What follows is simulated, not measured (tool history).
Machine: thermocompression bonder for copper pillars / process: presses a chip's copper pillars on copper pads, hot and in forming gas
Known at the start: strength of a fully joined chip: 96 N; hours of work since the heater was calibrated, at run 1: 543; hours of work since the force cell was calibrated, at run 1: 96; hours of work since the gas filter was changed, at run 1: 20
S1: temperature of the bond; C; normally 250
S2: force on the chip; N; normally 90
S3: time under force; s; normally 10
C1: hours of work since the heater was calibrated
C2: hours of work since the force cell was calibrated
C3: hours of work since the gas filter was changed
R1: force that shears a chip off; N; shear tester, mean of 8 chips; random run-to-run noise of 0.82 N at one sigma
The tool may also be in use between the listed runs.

run   hour   S1   S2  S3   C1   C2   C3    R1
  1    0.0  250   90  10  543   96   20  60.1
  2   10.0  265   90  10  550  103   27  71.9
  3   21.3  265   90  10  558  111   35  71.5
  4   28.2  250   90  28  563  116   39  77.4
  5   36.3  250   90  28  568  121   45  76.1
  6   45.9  250   90  28  575  128   52  76.9
  7   59.0  250   90   7  584  137   61  53.3
  8   68.4  250   90   7  590  143   67  53.3
  9   74.9  250   90   7  595  148   72  54.4
 10   80.9  250   90   7  599  152   76  53.5
 11   92.5  250   90   7  607  160   84  52.4
 12  104.8  250   90   7  615  168   92  52.9
 13  116.7  250   85   7  623  177  100  51.6
 14  126.3  277   90  10  630  183  107  75.6
 15  138.4  277   90  10  638  191  115  77.3
 16  146.9  245   97  22  644  197  121  70.1
 17  153.3  274   83   6  649  202  125  64.8
 18  165.2  237  106  10  657  210  134  52.9
 19  174.1  250   67  16  663  216  140  58.3
 20  181.8  250   67  16  668  221  145  56.9
 21  194.0  250   69  16  677  230  153  57.7
 22  203.4  250   69  16  683  236  160  57.6
 23  215.5  250  110  16  691  245  168  69.1
 24  226.7  280   92   7  699  252  176  72.3
 25  238.8  232   80   7  707  261  184  34.7
 26  249.2  228   90  29  715  268  191  57.3
 27  255.1  228   90  29  719  272  195  57.1
 28  262.5  228   90  29  724  277  201  56.7
 29  271.9  240   57  28  730  283  207  52.6

Expected results for the next run?
 30  280.9  279  55  23  736  290  213   ?

Run 30 came out at R1 73.1 N.
Were there no unlogged condition in the tool, this run, its random variation unchanged, would have produced R1 82.2 N.
